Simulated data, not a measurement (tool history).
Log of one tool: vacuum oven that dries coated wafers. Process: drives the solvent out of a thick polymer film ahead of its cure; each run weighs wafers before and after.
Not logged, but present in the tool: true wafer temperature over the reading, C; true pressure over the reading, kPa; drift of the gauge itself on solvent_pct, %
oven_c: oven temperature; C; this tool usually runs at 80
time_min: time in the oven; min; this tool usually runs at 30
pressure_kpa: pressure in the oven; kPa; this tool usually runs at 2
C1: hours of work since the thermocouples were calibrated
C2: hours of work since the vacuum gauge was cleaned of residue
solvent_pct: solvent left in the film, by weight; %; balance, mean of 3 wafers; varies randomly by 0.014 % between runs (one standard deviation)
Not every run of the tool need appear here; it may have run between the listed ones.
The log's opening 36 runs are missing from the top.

run 37 day=35.675 | oven_c=67 time_min=21 pressure_kpa=3.28 | C1=35 C2=909 | solvent_pct=8.81
run 38 day=36.617 | oven_c=67 time_min=21 pressure_kpa=3.28 | C1=51 C2=925 | solvent_pct=8.86
run 39 day=37.929 | oven_c=67 time_min=21 pressure_kpa=3.28 | C1=73 C2=947 | solvent_pct=8.83
run 40 day=38.95 | oven_c=67 time_min=21 pressure_kpa=3.28 | C1=90 C2=965 | solvent_pct=8.84
run 41 day=39.642 | oven_c=80 time_min=29 pressure_kpa=1.16 | C1=102 C2=976 | solvent_pct=2.12
run 42 day=40.646 | oven_c=80 time_min=29 pressure_kpa=1.16 | C1=119 C2=993 | solvent_pct=2.15
run 43 day=41.325 | oven_c=66 time_min=16 pressure_kpa=1.16 | C1=130 C2=1005 | solvent_pct=7.81
run 44 day=42.029 | oven_c=94 time_min=48 pressure_kpa=2.7 | C1=142 C2=1017 | solvent_pct=1.54
run 45 day=43.45 | oven_c=94 time_min=48 pressure_kpa=2.7 | C1=166 C2=1040 | solvent_pct=1.5
run 46 day=44.279 | oven_c=88 time_min=17 pressure_kpa=1.11 | C1=180 C2=1054 | solvent_pct=2.51
run 47 day=45.35 | oven_c=80 time_min=27 pressure_kpa=6.63 | C1=198 C2=1073 | solvent_pct=7.18
run 48 day=46.333 | oven_c=80 time_min=19 pressure_kpa=3.19 | C1=214 C2=1089 | solvent_pct=5.24

Alternative continuations, all from the tool just after run 48; predict every row:
run A day=47.767 | oven_c=86 time_min=30 pressure_kpa=2 | C1=239 C2=1113 | solvent_pct=?
run B day=47.767 | oven_c=80 time_min=30 pressure_kpa=1.1 | C1=239 C2=1113 | solvent_pct=?
run C day=47.767 | oven_c=80 time_min=54 pressure_kpa=2.86 | C1=239 C2=1113 | solvent_pct=?

run=A solvent_pct=1.95
run=B solvent_pct=2.01
run=C solvent_pct=2.85
Without the tool's unlogged condition, the same runs would have read:
run=A solvent_pct=1.95
run=B solvent_pct=2.01
run=C solvent_pct=2.85
